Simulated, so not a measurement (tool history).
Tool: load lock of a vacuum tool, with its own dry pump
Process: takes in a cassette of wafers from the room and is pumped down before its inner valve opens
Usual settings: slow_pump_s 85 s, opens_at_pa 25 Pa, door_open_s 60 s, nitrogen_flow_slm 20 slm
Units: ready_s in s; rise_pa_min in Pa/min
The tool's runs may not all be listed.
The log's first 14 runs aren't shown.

| run | hour | slow_pump_s | opens_at_pa | door_open_s | nitrogen_flow_slm | incoming humidity of the room's air, % | ready_s | rise_pa_min |
|---|---|---|---|---|---|---|---|---|
| 15 | 887.3 | 85 | 25 | 60 | 12 | 46.6 | 126.6 | 0.04 |
| 16 | 941.9 | 85 | 25 | 60 | 12 | 43.9 | 125.9 | 0.043 |
| 17 | 1029.8 | 148 | 25 | 60 | 12 | 44.8 | 176.6 | 0.044 |
| 18 | 1078.3 | 148 | 25 | 217 | 12 | 42.6 | 175.6 | 0.055 |
| 19 | 1157.7 | 85 | 20 | 60 | 20 | 45.6 | 126.7 | 0.036 |
| 20 | 1244.7 | 85 | 25 | 34 | 33 | 45.3 | 125.4 | 0.031 |
| 21 | 1307.1 | 61 | 20 | 116 | 6 | 48.7 | 109.9 | 0.064 |
| 22 | 1355.8 | 61 | 20 | 116 | 6 | 41.6 | 108.9 | 0.058 |
| 23 | 1413.1 | 147 | 19 | 60 | 20 | 45.8 | 179.1 | 0.041 |
| 24 | 1474.4 | 147 | 19 | 60 | 20 | 47.5 | 178.6 | 0.037 |
| 25 | 1512.9 | 84 | 19 | 60 | 32 | 45.7 | 127 | 0.037 |
| 26 | 1592.8 | 50 | 36 | 123 | 8 | 45.7 | 96.2 | 0.056 |
| 27 | 1654.3 | 50 | 36 | 123 | 8 | 43.1 | 96.6 | 0.054 |
| 28 | 1735.6 | 85 | 25 | 174 | 14 | 46.8 | 126.8 | 0.057 |
| 29 | 1826.6 | 85 | 50 | 202 | 14 | 47.5 | 122 | 0.061 |
| 30 | 1910.1 | 74 | 43 | 60 | 20 | 44.3 | 115.1 | 0.042 |
| 31 | 1952.3 | 47 | 43 | 60 | 17 | 46 | 92.7 | 0.038 |
| 32 | 2007.4 | 47 | 43 | 60 | 17 | 43.6 | 93.6 | 0.043 |
| 33 | 2066.1 | 47 | 43 | 60 | 17 | 49.1 | 93.6 | 0.052 |
| 34 | 2121.7 | 60 | 38 | 95 | 20 | 45.6 | 104.4 | 0.05 |
| 35 | 2171.1 | 44 | 48 | 105 | 37 | 50.3 | 89.7 | 0.041 |
| 36 | 2226.6 | 119 | 23 | 79 | 14 | 44.6 | 153.5 | 0.048 |

Forecast each of these 3 alternatives for the next run:
| A | 2270.4 | 150 | 25 | 45 | 10 | 43.5 | ? | ? |
| B | 2270.4 | 119 | 23 | 79 | 17 | 45.4 | ? | ? |
| C | 2270.4 | 67 | 25 | 60 | 16 | 46.5 | ? | ? |

| run | ready_s | rise_pa_min |
|---|---|---|
| A | 178.2 | 0.047 |
| B | 153.9 | 0.05 |
| C | 112.9 | 0.046 |
Without the tool's hidden state the same runs would have given:
| run | ready_s | rise_pa_min |
|---|---|---|
| A | 176.4 | 0.021 |
| B | 151.6 | 0.026 |
| C | 110 | 0.021 |
